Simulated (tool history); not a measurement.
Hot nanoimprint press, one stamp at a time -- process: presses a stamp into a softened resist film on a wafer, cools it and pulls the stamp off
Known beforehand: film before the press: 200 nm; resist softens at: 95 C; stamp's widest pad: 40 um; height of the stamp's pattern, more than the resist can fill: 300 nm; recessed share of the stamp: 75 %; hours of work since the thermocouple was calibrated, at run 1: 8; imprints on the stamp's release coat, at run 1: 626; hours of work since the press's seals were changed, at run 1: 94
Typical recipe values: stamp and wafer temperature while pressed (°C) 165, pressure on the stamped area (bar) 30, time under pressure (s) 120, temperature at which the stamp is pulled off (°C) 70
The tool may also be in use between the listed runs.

run   hour  stamp and wafer temperature while pressed (°C)  pressure on the stamped area (bar)  time under pressure (s)  temperature at which the stamp is pulled off (°C)  hours of work since the thermocouple was calibrated  imprints on the stamp's release coat  hours of work since the press's seals were changed  resist left under the stamp's widest pad (Å)  greatest force while the stamp is pulled off (N)
  1      0                                             165                                  30                      120                                                 70                                                    8                                   626                                                  94                                           826                                               244
      15.1  -- stamp cleaned and given a new release coat
  2   30.2                                             165                                  30                      120                                                 70                                                   20                                    31                                                 106                                           818                                               195
  3   56.2                                             171                                  30                      120                                                 70                                                   32                                    85                                                 118                                           631                                               197
  4   72.8                                             171                                  30                      120                                                 70                                                   40                                   119                                                 126                                           615                                               205
  5   91.6                                             165                                  30                      120                                                 70                                                   48                                   158                                                 134                                           799                                               206
  6  127.3                                             165                                  30                      120                                                 67                                                   65                                   232                                                 151                                           806                                               226
  7    164                                             165                                  30                      120                                                 76                                                   82                                   308                                                 168                                           805                                               189
  8  190.9                                             165                                  30                      120                                                 70                                                   95                                   364                                                 181                                           795                                               214
  9  223.7                                             165                                  30                      120                                                 70                                                  110                                   432                                                 196                                           799                                               227
 10  244.8                                             165                                  30                      172                                                 70                                                  120                                   476                                                 206                                           704                                               226
 11  270.9                                             165                                  30                      172                                                 70                                                  132                                   530                                                 218                                           709                                               231
 12    293                                             165                                  30                      172                                                 70                                                  143                                   576                                                 229                                           712                                               231
 13  311.4                                             165                                  30                      172                                                 70                                                  151                                   614                                                 237                                           710                                               237
     332.7  -- stamp cleaned and given a new release coat
 14  347.9                                             165                                  30                       68                                                 63                                                  165                                    31                                                 252                                           961                                               219
 15  367.3                                             173                                  30                       62                                                 60                                                  174                                    72                                                 261                                           703                                               245
 16    401                                             171                                35.3                       82                                                 70                                                  190                                   141                                                 276                                           631                                               195
 17  417.8                                             171                                35.3                       82                                                 70                                                  198                                   176                                                 284                                           635                                               223
 18  451.4                                             171                                  26                      164                                                 70                                                  214                                   246                                                 300                                           586                                               200
 19  468.9                                             166                                  28                      173                                                 70                                                  222                                   282                                                 308                                           687                                               206
 20  488.6                                             166                                  28                      173                                                 70                                                  231                                   323                                                 317                                           692                                               219
 21  507.2                                             166                                  28                      173                                                 70                                                  240                                   362                                                 326                                           695                                               219

What if the next run were any one of these 3? Each begins from the tool's condition after run 21:
  A  529.3                                             166                                  28                      173                                                 77                                                  250                                   408                                                 336                                             ?                                                 ?
  B  529.3                                             163                                  30                      120                                                 70                                                  250                                   408                                                 336                                             ?                                                 ?
  C  529.3                                             166                                  28                      173                                                 64                                                  250                                   408                                                 336                                             ?                                                 ?

run  resist left under the stamp's widest pad (Å)  greatest force while the stamp is pulled off (N)
  A                                           693                                               182
  B                                           858                                               221
  C                                           688                                               242
With no hidden state in the tool, these same runs would have given:
run  resist left under the stamp's widest pad (Å)  greatest force while the stamp is pulled off (N)
  A                                           720                                               162
  B                                           891                                               197
  C                                           715                                               215
